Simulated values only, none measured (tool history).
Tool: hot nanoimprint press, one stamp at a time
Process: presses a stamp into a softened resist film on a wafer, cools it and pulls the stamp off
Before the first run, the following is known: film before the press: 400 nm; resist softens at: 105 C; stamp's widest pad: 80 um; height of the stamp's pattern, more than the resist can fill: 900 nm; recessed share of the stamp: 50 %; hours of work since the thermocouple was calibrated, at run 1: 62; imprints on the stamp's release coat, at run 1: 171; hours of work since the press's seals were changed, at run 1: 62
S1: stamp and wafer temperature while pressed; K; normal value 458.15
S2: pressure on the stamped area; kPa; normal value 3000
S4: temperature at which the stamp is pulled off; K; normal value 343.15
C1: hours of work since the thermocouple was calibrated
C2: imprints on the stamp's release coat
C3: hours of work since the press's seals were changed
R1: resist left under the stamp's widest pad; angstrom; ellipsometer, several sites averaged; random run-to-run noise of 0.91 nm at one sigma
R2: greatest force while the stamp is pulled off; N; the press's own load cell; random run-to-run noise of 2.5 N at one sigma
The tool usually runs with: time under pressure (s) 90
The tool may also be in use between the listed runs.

Run 1, hour 0: usual settings; C1 62; C2 171; C3 62. Result: R1 2379 angstrom, R2 113 N.
Run 2, hour 10.6: usual settings; C1 69; C2 217; C3 69. Result: R1 2375 angstrom, R2 109 N.
Run 3, hour 21: usual settings but S1 460.15 K; C1 76; C2 262; C3 76. Result: R1 2204 angstrom, R2 114 N.
Run 4, hour 34.1: usual settings but S1 460.15 K; C1 85; C2 319; C3 85. Result: R1 2214 angstrom, R2 107 N.
Run 5, hour 49.3: usual settings but S1 460.15 K; C1 95; C2 384; C3 95. Result: R1 2202 angstrom, R2 109 N.
Run 6, hour 66.6: usual settings but S1 460.15 K; C1 107; C2 459; C3 107. Result: R1 2202 angstrom, R2 111 N.
Run 7, hour 78.3: usual settings but S4 335.15 K; C1 115; C2 510; C3 115. Result: R1 2361 angstrom, R2 117 N.
Run 8, hour 89.6: usual settings but time under pressure (s) 68; C1 123; C2 559; C3 123. Result: R1 2580 angstrom, R2 112 N.
Run 9, hour 105.5: usual settings but time under pressure (s) 68; C1 134; C2 628; C3 134. Result: R1 2584 angstrom, R2 114 N.
Run 10, hour 122.7: usual settings but S4 348.15 K; C1 146; C2 702; C3 146. Result: R1 2378 angstrom, R2 108 N.
Run 11, hour 135.9: usual settings but S4 348.15 K; C1 155; C2 759; C3 155. Result: R1 2354 angstrom, R2 107 N.
Run 12, hour 146: usual settings but S1 448.15 K, S4 348.15 K; C1 161; C2 803; C3 161. Result: R1 3194 angstrom, R2 106 N.
Run 13, hour 165: usual settings but S1 448.15 K, S4 348.15 K; C1 175; C2 885; C3 175. Result: R1 3211 angstrom, R2 108 N.
Run 14, hour 187: usual settings but S1 469.15 K; C1 190; C2 981; C3 190. Result: R1 1543 angstrom, R2 110 N.
Run 15, hour 205.9: usual settings but S1 469.15 K; C1 202; C2 1062; C3 202. Result: R1 1535 angstrom, R2 115 N.
Run 16, hour 229.8: usual settings but S1 457.15 K, time under pressure (s) 159; C1 219; C2 1166; C3 219. Result: R1 2022 angstrom, R2 111 N.
Run 17, hour 245.6: usual settings but S1 457.15 K, time under pressure (s) 159; C1 230; C2 1234; C3 230. Result: R1 2030 angstrom, R2 109 N.
Run 18, hour 257.4: usual settings but S2 3440 kPa, time under pressure (s) 105; C1 238; C2 1285; C3 238. Result: R1 2147 angstrom, R2 112 N.
Run 19, hour 272.3: usual settings but S2 3440 kPa, time under pressure (s) 105; C1 248; C2 1350; C3 248. Result: R1 2152 angstrom, R2 115 N.
Run 20, hour 282.4: usual settings but S2 3440 kPa, time under pressure (s) 105; C1 255; C2 1393; C3 255. Result: R1 2148 angstrom, R2 114 N.
Run 21, hour 306.6: usual settings but S1 466.15 K, S2 3690 kPa; C1 271; C2 1498; C3 271. Result: R1 1584 angstrom, R2 114 N.
Run 22, hour 324: usual settings but S1 466.15 K, S2 3690 kPa; C1 283; C2 1574; C3 283. Result: R1 1596 angstrom, R2 116 N.
Run 23, hour 344.2: usual settings but S1 464.15 K, S2 3290 kPa, time under pressure (s) 120; C1 297; C2 1661; C3 297. Result: R1 1619 angstrom, R2 115 N.
At hour 354.7: stamp cleaned and given a new release coat.
Run 24, hour 360.4: usual settings but S1 464.15 K, S2 4600 kPa, time under pressure (s) 120; C1 304; C2 24; C3 304. Result: R1 1397 angstrom, R2 114 N.
Run 25, hour 380.2: usual settings but S1 466.15 K, S2 3770 kPa; C1 318; C2 110; C3 318. Result: R1 1589 angstrom, R2 108 N.
Run 26, hour 401.8: usual settings but S1 453.15 K, S2 2180 kPa, S4 338.15 K; C1 332; C2 203; C3 332. Result: R1 3010 angstrom, R2 116 N.
Run 27, hour 422.1: usual settings but S1 469.15 K; C1 346; C2 291; C3 346. Result: R1 1539 angstrom, R2 112 N.
Run 28, hour 444.7: usual settings but S1 469.15 K; C1 362; C2 389; C3 362. Result: R1 1540 angstrom, R2 111 N.
Run 29, hour 455.7: usual settings but S1 469.15 K, time under pressure (s) 48, S4 347.15 K; C1 369; C2 437; C3 369. Result: R1 1979 angstrom, R2 111 N.
Run 30, hour 480.2: usual settings but S1 469.15 K; C1 386; C2 543; C3 386. Result: R1 1533 angstrom, R2 115 N.

What if the next run were any one of these 3? Each begins from the tool's condition after run 30:
Run A, hour 500.9: usual settings but S1 466.15 K, S4 346.15 K; C1 400; C2 632; C3 400. Result: R1 ?, R2 ?.
Run B, hour 500.9: usual settings but S2 2350 kPa; C1 400; C2 632; C3 400. Result: R1 ?, R2 ?.
Run C, hour 500.9: usual settings but S1 467.15 K, time under pressure (s) 70; C1 400; C2 632; C3 400. Result: R1 ?, R2 ?.

run    R1   R2
  A  1744  109
  B  2561  117
  C  1847  112
Without the tool's unlogged condition, the same runs would have read:
run    R1   R2
  A  1745  109
  B  2564  116
  C  1849  111
